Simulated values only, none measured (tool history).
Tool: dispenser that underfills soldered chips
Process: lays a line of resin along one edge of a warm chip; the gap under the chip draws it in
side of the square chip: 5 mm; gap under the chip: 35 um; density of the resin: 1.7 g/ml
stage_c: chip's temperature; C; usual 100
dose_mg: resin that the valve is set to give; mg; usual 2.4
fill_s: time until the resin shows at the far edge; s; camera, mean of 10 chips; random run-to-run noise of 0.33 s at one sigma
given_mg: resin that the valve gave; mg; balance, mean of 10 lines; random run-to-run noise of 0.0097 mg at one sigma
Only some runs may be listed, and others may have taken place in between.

{"run": 1, "hour": 0.0, "stage_c": 100, "dose_mg": 2.4, "fill_s": 17.5, "given_mg": 2.332}
{"run": 2, "hour": 3.1, "stage_c": 100, "dose_mg": 2.4, "fill_s": 20.7, "given_mg": 2.355}
{"hour": 4.5, "done": "dispensing valve cleaned and set on the balance"}
{"hour": 5.1, "done": "new syringe of resin"}
{"run": 3, "hour": 9.6, "stage_c": 100, "dose_mg": 2.4, "fill_s": 16.2, "given_mg": 2.404}
{"hour": 15.9, "done": "new syringe of resin"}
{"run": 4, "hour": 17.3, "stage_c": 99, "dose_mg": 2.4, "fill_s": 13.7, "given_mg": 2.4}
{"run": 5, "hour": 21.2, "stage_c": 99, "dose_mg": 2.4, "fill_s": 17.7, "given_mg": 2.392}
{"hour": 26.8, "done": "new syringe of resin"}
{"run": 6, "hour": 27.3, "stage_c": 99, "dose_mg": 2.57, "fill_s": 13.2, "given_mg": 2.558}
{"run": 7, "hour": 34.3, "stage_c": 93, "dose_mg": 2.4, "fill_s": 24, "given_mg": 2.39}
{"hour": 37.7, "done": "new syringe of resin"}
{"run": 8, "hour": 41.5, "stage_c": 93, "dose_mg": 2.14, "fill_s": 20.9, "given_mg": 2.144}
{"hour": 48.3, "done": "new syringe of resin"}
{"run": 9, "hour": 48.3, "stage_c": 93, "dose_mg": 2.14, "fill_s": 17.1, "given_mg": 2.117}
{"run": 10, "hour": 53.1, "stage_c": 93, "dose_mg": 2.14, "fill_s": 21.1, "given_mg": 2.114}
{"hour": 58.8, "done": "new syringe of resin"}
{"run": 11, "hour": 59.9, "stage_c": 93, "dose_mg": 2.14, "fill_s": 17.5, "given_mg": 2.111}
{"run": 12, "hour": 64.3, "stage_c": 100, "dose_mg": 2.4, "fill_s": 16.6, "given_mg": 2.37}
{"run": 13, "hour": 67.6, "stage_c": 100, "dose_mg": 2.4, "fill_s": 20.3, "given_mg": 2.359}
{"hour": 69.4, "done": "new syringe of resin"}
{"run": 14, "hour": 71.3, "stage_c": 92, "dose_mg": 2.27, "fill_s": 18.8, "given_mg": 2.244}
{"run": 15, "hour": 77.8, "stage_c": 100, "dose_mg": 2.56, "fill_s": 19.6, "given_mg": 2.507}
{"hour": 80.1, "done": "new syringe of resin"}
{"run": 16, "hour": 81.4, "stage_c": 100, "dose_mg": 2.56, "fill_s": 13.1, "given_mg": 2.513}
{"run": 17, "hour": 87.2, "stage_c": 107, "dose_mg": 2.69, "fill_s": 14.5, "given_mg": 2.627}
{"hour": 88.8, "done": "dispensing valve cleaned and set on the balance"}
{"hour": 91.5, "done": "new syringe of resin"}
{"run": 18, "hour": 92.1, "stage_c": 107, "dose_mg": 2.69, "fill_s": 9.9, "given_mg": 2.699}
{"run": 19, "hour": 98.7, "stage_c": 107, "dose_mg": 2.69, "fill_s": 14.5, "given_mg": 2.684}
{"hour": 102.1, "done": "new syringe of resin"}
{"run": 20, "hour": 102.4, "stage_c": 110, "dose_mg": 2.07, "fill_s": 9.3, "given_mg": 2.072}
{"run": 21, "hour": 106.8, "stage_c": 110, "dose_mg": 2.07, "fill_s": 11.3, "given_mg": 2.056}
{"run": 22, "hour": 111.1, "stage_c": 91, "dose_mg": 3, "fill_s": 27.7, "given_mg": 2.987}
{"hour": 112.8, "done": "new syringe of resin"}
{"run": 23, "hour": 114.7, "stage_c": 109, "dose_mg": 2.7, "fill_s": 9.6, "given_mg": 2.674}
{"run": 24, "hour": 118.9, "stage_c": 114, "dose_mg": 2.38, "fill_s": 10.7, "given_mg": 2.363}
{"hour": 123.3, "done": "new syringe of resin"}
{"run": 25, "hour": 126.2, "stage_c": 114, "dose_mg": 2.95, "fill_s": 8.4, "given_mg": 2.921}

Predict each of these 3 candidate next runs independently; none follows another, all start after run 25:
{"run": "A", "hour": 133.0, "stage_c": 98, "dose_mg": 2.56, "fill_s": "?", "given_mg": "?"}
{"run": "B", "hour": 133.0, "stage_c": 114, "dose_mg": 2.08, "fill_s": "?", "given_mg": "?"}
{"run": "C", "hour": 133.0, "stage_c": 96, "dose_mg": 2.86, "fill_s": "?", "given_mg": "?"}

run=A fill_s=23 given_mg=2.534
run=B fill_s=13.2 given_mg=2.066
run=C fill_s=24.3 given_mg=2.814
The same runs, with their run-to-run variation unchanged, on a tool lacking any hidden condition would have given:
run=A fill_s=14 given_mg=2.564
run=B fill_s=7.9 given_mg=2.091
run=C fill_s=14.5 given_mg=2.848
